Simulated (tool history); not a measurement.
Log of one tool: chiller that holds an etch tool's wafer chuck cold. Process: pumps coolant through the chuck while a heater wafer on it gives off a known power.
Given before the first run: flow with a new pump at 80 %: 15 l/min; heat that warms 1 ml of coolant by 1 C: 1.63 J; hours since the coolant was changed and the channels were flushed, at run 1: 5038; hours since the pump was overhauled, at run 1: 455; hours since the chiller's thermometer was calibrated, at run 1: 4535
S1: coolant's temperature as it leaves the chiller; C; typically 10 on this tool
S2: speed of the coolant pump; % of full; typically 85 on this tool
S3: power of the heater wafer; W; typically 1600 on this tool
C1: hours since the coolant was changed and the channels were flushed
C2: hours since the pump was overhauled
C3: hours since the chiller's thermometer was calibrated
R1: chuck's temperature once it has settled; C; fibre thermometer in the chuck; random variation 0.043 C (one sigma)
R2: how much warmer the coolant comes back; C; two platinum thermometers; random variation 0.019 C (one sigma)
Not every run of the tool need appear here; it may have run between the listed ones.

run,hour,S1,S2,S3,C1,C2,C3,R1,R2
1,0.0,10,85,1600,5038,455,4535,19.12,3.64
2,27.3,10,85,1600,5066,482,4563,19.08,3.66
3,59.8,10,85,1600,5098,515,4595,19.10,3.66
4,79.9,10,85,1600,5118,535,4615,19.10,3.66
5,102.5,10,85,1600,5141,557,4638,19.07,3.68
6,139.7,10,85,1600,5178,594,4675,19.10,3.67
7,160.5,10,85,1600,5199,615,4696,19.14,3.66
8,179.4,10,85,1600,5218,634,4715,19.10,3.68
9,207.2,20,85,1600,5246,662,4743,29.17,3.67
10,236.9,20,85,1600,5275,692,4772,29.15,3.73
11,264.0,20,85,1600,5302,719,4799,29.15,3.67
12,299.8,20,85,1600,5338,755,4835,29.11,3.68
13,340.6,20,85,1600,5379,795,4876,29.21,3.68
14,357.6,20,85,1600,5396,812,4893,29.12,3.66
15,392.5,8,85,1204,5431,847,4928,14.80,2.76
# hour 401.2: chiller's thermometer calibrated
16,432.6,8,61,1204,5470,886,31,16.56,4.04
17,473.6,8,61,1204,5511,927,72,16.56,4.02
18,512.9,8,61,1204,5550,967,112,16.47,4.02
19,538.6,8,80,1119,5576,992,137,14.17,2.75
# hour 567.7: chiller's thermometer calibrated, once more
20,572.2,11,92,1353,5609,1025,4,18.56,2.87
21,594.4,10,92,1600,5631,1047,27,19.08,3.34
22,614.5,10,92,1600,5651,1067,47,19.06,3.38
23,641.6,8,85,1600,5678,1094,74,17.62,3.70
24,680.5,12,95,1600,5717,1133,113,20.93,3.25
25,715.8,16,85,1691,5752,1169,148,26.25,3.90
26,745.0,16,85,1691,5781,1198,177,26.29,3.90
27,763.4,16,85,1691,5800,1216,196,26.25,3.87
28,801.7,6,93,2190,5838,1255,234,18.37,4.54

For some of the steps in R1 from one run to the next: how much would appear even if the tool had no hidden state, given the settings, what came in and random variation, and how much remains for the hidden state plus any gauge scatter that the measured result and the result without hidden state don't share?
Unlogged tool condition in this case: heat passed by the chuck's channels, % of clean ones'; flow at a given pump speed, % of a new pump's; coolant's true temperature over the reading, C; drift of the gauge itself on chuck_c, C; drift of the gauge itself on warmer_back_c, C.
Run 8 -> 9: S1 10 -> 20. R1 +10.07 C: hidden state +0.00, all else +10.07.
Run 14 -> 15: S1 20 -> 8, S3 1600 -> 1204. R1 -14.32 C: hidden state -0.13, all else -14.19.
Run 15 -> 16: S2 85 -> 61, chiller's thermometer calibrated. R1 +1.76 C: hidden state -0.20, all else +1.96.
Run 19 -> 20: S1 8 -> 11, S2 80 -> 92, S3 1119 -> 1353, chiller's thermometer calibrated, once more. R1 +4.39 C: hidden state +0.91, all else +3.48.
